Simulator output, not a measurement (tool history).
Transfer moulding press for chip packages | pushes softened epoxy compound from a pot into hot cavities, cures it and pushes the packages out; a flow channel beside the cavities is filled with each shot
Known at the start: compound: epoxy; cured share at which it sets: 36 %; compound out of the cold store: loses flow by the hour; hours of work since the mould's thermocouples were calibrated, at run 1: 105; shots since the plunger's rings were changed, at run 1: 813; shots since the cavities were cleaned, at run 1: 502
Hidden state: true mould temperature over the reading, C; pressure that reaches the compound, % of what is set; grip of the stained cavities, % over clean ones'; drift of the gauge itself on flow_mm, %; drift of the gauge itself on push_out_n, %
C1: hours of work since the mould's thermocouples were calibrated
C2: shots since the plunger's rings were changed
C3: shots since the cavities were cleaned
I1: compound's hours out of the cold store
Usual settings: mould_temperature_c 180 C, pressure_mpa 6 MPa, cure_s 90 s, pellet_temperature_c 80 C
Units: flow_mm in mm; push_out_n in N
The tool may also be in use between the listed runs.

Run 1, day 0: usual settings; C1 105; C2 813; C3 502; I1 13.2. Result: flow_mm 647 mm, push_out_n 482 N.
At day 0.492: cavities cleaned with cleaning compound and waxed.
Run 2, day 0.567: usual settings; C1 112; C2 965; C3 22; I1 17.5. Result: flow_mm 646 mm, push_out_n 570 N.
Run 3, day 1.162: usual settings; C1 121; C2 1145; C3 202; I1 14. Result: flow_mm 645 mm, push_out_n 596 N.
Run 4, day 1.633: usual settings; C1 128; C2 1286; C3 343; I1 22.1. Result: flow_mm 617 mm, push_out_n 591 N.
Run 5, day 2.217: usual settings but cure_s 79 s; C1 136; C2 1462; C3 519; I1 30. Result: flow_mm 586 mm, push_out_n 765 N.
At day 2.65: cavities cleaned with cleaning compound and waxed.
At day 2.842: cavities cleaned with cleaning compound and waxed, once more.
Run 6, day 2.858: usual settings; C1 144; C2 1617; C3 5; I1 25.9. Result: flow_mm 592 mm, push_out_n 276 N.
Run 7, day 3.146: usual settings but mould_temperature_c 181 C; C1 148; C2 1703; C3 91; I1 39.6. Result: flow_mm 571 mm, push_out_n 304 N.
Run 8, day 3.508: usual settings; C1 153; C2 1813; C3 201; I1 43.1. Result: flow_mm 560 mm, push_out_n 350 N.
Run 9, day 4.108: usual settings; C1 162; C2 1993; C3 381; I1 21.7. Result: flow_mm 610 mm, push_out_n 429 N.
Run 10, day 4.45: usual settings; C1 167; C2 2096; C3 484; I1 13.5. Result: flow_mm 638 mm, push_out_n 455 N.
At day 4.979: cavities cleaned with cleaning compound and waxed.
Run 11, day 4.979: usual settings; C1 174; C2 2237; C3 0; I1 43.1. Result: flow_mm 554 mm, push_out_n 260 N.
Run 12, day 5.233: usual settings; C1 178; C2 2313; C3 76; I1 11.5. Result: flow_mm 640 mm, push_out_n 320 N.
Run 13, day 5.733: usual settings but pellet_temperature_c 78 C; C1 185; C2 2463; C3 226; I1 45.2. Result: flow_mm 549 mm, push_out_n 360 N.
Run 14, day 6.275: usual settings but pressure_mpa 4.87 MPa; C1 193; C2 2626; C3 389; I1 34.2. Result: flow_mm 517 mm, push_out_n 413 N.
Run 15, day 6.767: usual settings; C1 200; C2 2774; C3 537; I1 13.7. Result: flow_mm 638 mm, push_out_n 479 N.
At day 7.129: cavities cleaned with cleaning compound and waxed.
Run 16, day 7.196: usual settings but pressure_mpa 4.86 MPa, cure_s 75 s, pellet_temperature_c 76 C; C1 205; C2 2884; C3 19; I1 39. Result: flow_mm 498 mm, push_out_n 413 N.
Run 17, day 7.775: usual settings but cure_s 71 s; C1 214; C2 3059; C3 194; I1 11.3. Result: flow_mm 631 mm, push_out_n 658 N.
Run 18, day 8.054: usual settings but mould_temperature_c 186 C, pressure_mpa 5.24 MPa, cure_s 99 s, pellet_temperature_c 89 C; C1 218; C2 3142; C3 277; I1 8.5. Result: flow_mm 583 mm, push_out_n 298 N.
Run 19, day 8.433: usual settings but mould_temperature_c 184 C, pressure_mpa 5.77 MPa, cure_s 99 s, pellet_temperature_c 89 C; C1 224; C2 3257; C3 392; I1 20.5. Result: flow_mm 583 mm, push_out_n 352 N.
At day 8.592: plunger's sealing rings changed.
Run 20, day 8.85: usual settings but mould_temperature_c 173 C, pressure_mpa 5.61 MPa, cure_s 83 s, pellet_temperature_c 74 C; C1 228; C2 78; C3 486; I1 11.6. Result: flow_mm 658 mm, push_out_n 940 N.
Run 21, day 9.225: usual settings but mould_temperature_c 174 C; C1 234; C2 190; C3 598; I1 16.2. Result: flow_mm 656 mm, push_out_n 678 N.
At day 9.383: cavities cleaned with cleaning compound and waxed.
Run 22, day 9.758: usual settings but mould_temperature_c 172 C, pressure_mpa 6.31 MPa, cure_s 75 s, pellet_temperature_c 76 C; C1 240; C2 332; C3 112; I1 45. Result: flow_mm 589 mm, push_out_n 817 N.
Run 23, day 10.054: usual settings but mould_temperature_c 172 C, pressure_mpa 6.31 MPa, cure_s 75 s, pellet_temperature_c 76 C; C1 245; C2 421; C3 201; I1 35.5. Result: flow_mm 624 mm, push_out_n 913 N.
Run 24, day 10.358: usual settings but mould_temperature_c 172 C, pressure_mpa 6.31 MPa, cure_s 75 s, pellet_temperature_c 76 C; C1 249; C2 513; C3 293; I1 9.6. Result: flow_mm 703 mm, push_out_n 1120 N.
Run 25, day 10.717: usual settings but mould_temperature_c 186 C, pressure_mpa 7.38 MPa, cure_s 119 s, pellet_temperature_c 71 C; C1 254; C2 620; C3 400; I1 42.4. Result: flow_mm 624 mm, push_out_n 350 N.
Run 26, day 10.971: usual settings but mould_temperature_c 186 C, pressure_mpa 7.38 MPa, cure_s 119 s, pellet_temperature_c 71 C; C1 258; C2 697; C3 477; I1 14. Result: flow_mm 710 mm, push_out_n 348 N.
At day 11.525: cavities cleaned with cleaning compound and waxed.
Run 27, day 11.617: usual settings but mould_temperature_c 178 C, pressure_mpa 7.35 MPa, cure_s 101 s, pellet_temperature_c 78 C; C1 267; C2 873; C3 28; I1 35.7. Result: flow_mm 649 mm, push_out_n 270 N.
Run 28, day 11.929: usual settings but mould_temperature_c 183 C, pressure_mpa 4.68 MPa, cure_s 91 s, pellet_temperature_c 86 C; C1 271; C2 966; C3 121; I1 19.1. Result: flow_mm 551 mm, push_out_n 287 N.

Forecast run 29:
Run 29, day 12.529: usual settings but mould_temperature_c 178 C; C1 280; C2 1148; C3 303; I1 37.7. Result: flow_mm ?, push_out_n ?.

Run 29 gave flow_mm 582 mm, push_out_n 423 N.
Without the tool's hidden state the same run would have given flow_mm 595 mm, push_out_n 299 N.
